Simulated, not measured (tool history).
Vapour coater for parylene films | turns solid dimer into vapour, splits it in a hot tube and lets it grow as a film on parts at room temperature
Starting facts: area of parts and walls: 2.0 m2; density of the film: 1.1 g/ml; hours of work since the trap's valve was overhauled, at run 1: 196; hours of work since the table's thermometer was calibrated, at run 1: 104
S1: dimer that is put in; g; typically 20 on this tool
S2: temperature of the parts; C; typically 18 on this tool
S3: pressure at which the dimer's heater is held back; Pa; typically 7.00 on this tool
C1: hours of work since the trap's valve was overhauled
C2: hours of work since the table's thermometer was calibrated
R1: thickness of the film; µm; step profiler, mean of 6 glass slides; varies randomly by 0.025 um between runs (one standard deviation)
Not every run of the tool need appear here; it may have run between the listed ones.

Run 1, day 0.000: usual settings; C1 196; C2 104. Result: R1 4.91 µm.
Run 2, day 0.583: usual settings but S1 30 g; C1 202; C2 110. Result: R1 7.33 µm.
Run 3, day 1.221: usual settings but S1 30 g; C1 209; C2 117. Result: R1 7.35 µm.
Run 4, day 1.588: usual settings but S1 30 g; C1 213; C2 120. Result: R1 7.34 µm.
At day 2.154: trap's valve overhauled.
Run 5, day 2.154: usual settings but S1 30 g, S2 26 C; C1 0; C2 125. Result: R1 6.04 µm.
Run 6, day 2.958: usual settings but S1 30 g, S2 26 C; C1 8; C2 133. Result: R1 6.02 µm.
Run 7, day 3.558: usual settings but S1 30 g, S2 26 C; C1 15; C2 140. Result: R1 6.04 µm.
Run 8, day 3.983: usual settings but S1 30 g, S2 26 C; C1 19; C2 144. Result: R1 6.04 µm.
Run 9, day 4.375: usual settings but S1 30 g, S2 26 C; C1 23; C2 148. Result: R1 5.98 µm.
Run 10, day 4.746: usual settings; C1 27; C2 152. Result: R1 4.86 µm.
Run 11, day 5.308: usual settings; C1 33; C2 158. Result: R1 4.88 µm.
Run 12, day 5.925: usual settings; C1 40; C2 164. Result: R1 4.81 µm.
Run 13, day 6.483: usual settings; C1 46; C2 170. Result: R1 4.81 µm.
Run 14, day 6.821: usual settings but S1 14 g, S2 25 C, S3 4.69 Pa; C1 49; C2 174. Result: R1 2.96 µm.
Run 15, day 7.329: usual settings but S1 14 g, S2 25 C, S3 4.69 Pa; C1 55; C2 179. Result: R1 2.93 µm.
Run 16, day 7.917: usual settings but S1 35 g, S2 25 C, S3 4.69 Pa; C1 61; C2 186. Result: R1 7.38 µm.
Run 17, day 8.521: usual settings but S2 13 C, S3 5.67 Pa; C1 67; C2 192. Result: R1 5.51 µm.
Run 18, day 9.025: usual settings but S3 10.34 Pa; C1 73; C2 197. Result: R1 4.67 µm.
Run 19, day 9.600: usual settings but S1 21 g; C1 79; C2 203. Result: R1 5.06 µm.
Run 20, day 9.992: usual settings but S1 9 g, S2 21 C; C1 83; C2 207. Result: R1 2.03 µm.
Run 21, day 10.354: usual settings but S3 5.73 Pa; C1 87; C2 211. Result: R1 4.90 µm.
Run 22, day 10.967: usual settings but S1 19 g, S3 5.73 Pa; C1 93; C2 218. Result: R1 4.69 µm.
Run 23, day 11.750: usual settings but S2 20 C, S3 3.38 Pa; C1 101; C2 226. Result: R1 4.79 µm.
Run 24, day 12.154: usual settings but S2 20 C, S3 3.38 Pa; C1 106; C2 230. Result: R1 4.81 µm.
Run 25, day 12.817: usual settings but S1 11 g, S2 20 C, S3 3.38 Pa; C1 113; C2 237. Result: R1 2.67 µm.
Run 26, day 13.312: usual settings but S1 30 g, S2 20 C, S3 3.02 Pa; C1 118; C2 242. Result: R1 7.30 µm.

Forecast each of these 3 alternatives for the next run:
Run A, day 13.992: usual settings but S1 16 g, S2 12 C, S3 3.02 Pa; C1 125; C2 250. Result: R1 ?.
Run B, day 13.992: usual settings but S2 20 C; C1 125; C2 250. Result: R1 ?.
Run C, day 13.992: usual settings but S1 33 g, S2 20 C, S3 8.33 Pa; C1 125; C2 250. Result: R1 ?.

run    R1
  A  4.68
  B  4.63
  C  7.47
What these runs would have given with no unlogged condition in the tool:
run    R1
  A  4.76
  B  4.71
  C  7.60
